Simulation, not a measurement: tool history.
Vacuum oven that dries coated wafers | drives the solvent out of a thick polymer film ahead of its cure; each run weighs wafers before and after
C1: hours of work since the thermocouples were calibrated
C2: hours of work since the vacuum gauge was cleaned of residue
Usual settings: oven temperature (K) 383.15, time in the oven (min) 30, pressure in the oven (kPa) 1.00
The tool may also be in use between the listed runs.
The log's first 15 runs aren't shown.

Run 16, hour 240.2: usual settings but pressure in the oven (kPa) 0.85; C1 272; C2 547. Result: solvent left in the film (%) 1.77.
Run 17, hour 261.8: usual settings but pressure in the oven (kPa) 0.85; C1 283; C2 558. Result: solvent left in the film (%) 1.77.
Run 18, hour 271.5: usual settings but time in the oven (min) 41; C1 288; C2 563. Result: solvent left in the film (%) 1.11.
Run 19, hour 288.9: usual settings but time in the oven (min) 41; C1 297; C2 572. Result: solvent left in the film (%) 1.16.
Run 20, hour 299.8: usual settings but time in the oven (min) 41; C1 302; C2 577. Result: solvent left in the film (%) 1.05.
Run 21, hour 317.6: usual settings but time in the oven (min) 41; C1 311; C2 586. Result: solvent left in the film (%) 1.09.
Run 22, hour 331.9: usual settings but time in the oven (min) 41; C1 319; C2 594. Result: solvent left in the film (%) 1.09.
Run 23, hour 343.1: usual settings but time in the oven (min) 41; C1 325; C2 600. Result: solvent left in the film (%) 1.11.
Run 24, hour 361.7: usual settings but time in the oven (min) 41; C1 334; C2 609. Result: solvent left in the film (%) 1.03.
Run 25, hour 371.7: usual settings but time in the oven (min) 22, pressure in the oven (kPa) 0.81; C1 339; C2 614. Result: solvent left in the film (%) 2.80.
Run 26, hour 391.6: usual settings but oven temperature (K) 388.15, time in the oven (min) 18, pressure in the oven (kPa) 3.30; C1 349; C2 624. Result: solvent left in the film (%) 3.76.
Run 27, hour 408.0: usual settings but oven temperature (K) 388.15, time in the oven (min) 18, pressure in the oven (kPa) 3.30; C1 358; C2 633. Result: solvent left in the film (%) 3.74.
Run 28, hour 417.9: usual settings but oven temperature (K) 388.15, time in the oven (min) 18, pressure in the oven (kPa) 3.30; C1 363; C2 638. Result: solvent left in the film (%) 3.78.
Run 29, hour 427.3: usual settings but oven temperature (K) 393.15, time in the oven (min) 31, pressure in the oven (kPa) 0.79; C1 368; C2 643. Result: solvent left in the film (%) 0.80.

The next listed run, before its measurement:
Run 30, hour 444.8: usual settings but oven temperature (K) 379.15, time in the oven (min) 23, pressure in the oven (kPa) 1.76; C1 377; C2 652. Result: solvent left in the film (%) ?.

Run 30 gave solvent left in the film (%) 3.78.
Without the tool's hidden state the same run would have given solvent left in the film (%) 3.78.

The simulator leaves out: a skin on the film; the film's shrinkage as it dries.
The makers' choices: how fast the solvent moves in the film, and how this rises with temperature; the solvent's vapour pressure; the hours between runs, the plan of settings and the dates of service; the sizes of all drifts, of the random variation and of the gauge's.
